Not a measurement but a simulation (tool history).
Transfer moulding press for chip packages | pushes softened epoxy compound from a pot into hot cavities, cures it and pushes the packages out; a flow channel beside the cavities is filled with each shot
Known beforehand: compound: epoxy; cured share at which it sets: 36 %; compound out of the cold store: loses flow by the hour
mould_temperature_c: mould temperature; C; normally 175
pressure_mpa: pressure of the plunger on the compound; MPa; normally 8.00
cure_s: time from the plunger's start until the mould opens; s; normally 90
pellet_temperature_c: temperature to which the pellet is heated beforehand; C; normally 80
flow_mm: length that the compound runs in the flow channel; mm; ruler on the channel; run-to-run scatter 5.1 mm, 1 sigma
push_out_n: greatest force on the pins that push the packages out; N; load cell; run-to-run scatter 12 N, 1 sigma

run	hour	mould_temperature_c	pressure_mpa	cure_s	pellet_temperature_c	incoming compound's hours out of the cold store	flow_mm	push_out_n
1	0.0	175	8.00	90	80	43.7	849	887
2	15.3	175	8.00	90	86	43.9	851	926
3	27.1	175	8.00	90	86	33.5	890	983
4	42.4	175	8.00	77	86	30.0	895	1312
5	58.3	175	8.00	77	86	46.0	828	1353
# hour 65.1: cavities cleaned with cleaning compound and waxed
6	70.8	175	8.00	77	86	27.5	904	821
7	84.1	175	8.00	77	86	39.3	846	1005
8	96.6	175	8.00	77	86	18.0	941	1185
9	107.0	170	8.00	85	80	40.8	863	1396
10	118.9	175	8.00	90	82	13.0	965	986
11	127.7	168	10.00	103	81	46.2	968	1161
12	140.7	170	7.53	74	72	12.2	961	2318
13	151.4	170	7.53	74	72	38.8	852	2107

Forecast each of these 3 alternatives for the next run:
# hour 159.4: cavities cleaned with cleaning compound and waxed
A	169.0	175	8.00	80	80	42.6	?	?
# hour 159.4: cavities cleaned with cleaning compound and waxed
B	169.0	175	8.00	75	80	9.9	?	?
# hour 159.4: cavities cleaned with cleaning compound and waxed
C	169.0	181	7.69	92	80	11.5	?	?

run	flow_mm	push_out_n
A	835	804
B	969	1010
C	910	566
With no hidden state in the tool, these same runs would have given:
run	flow_mm	push_out_n
A	864	650
B	1003	820
C	941	449
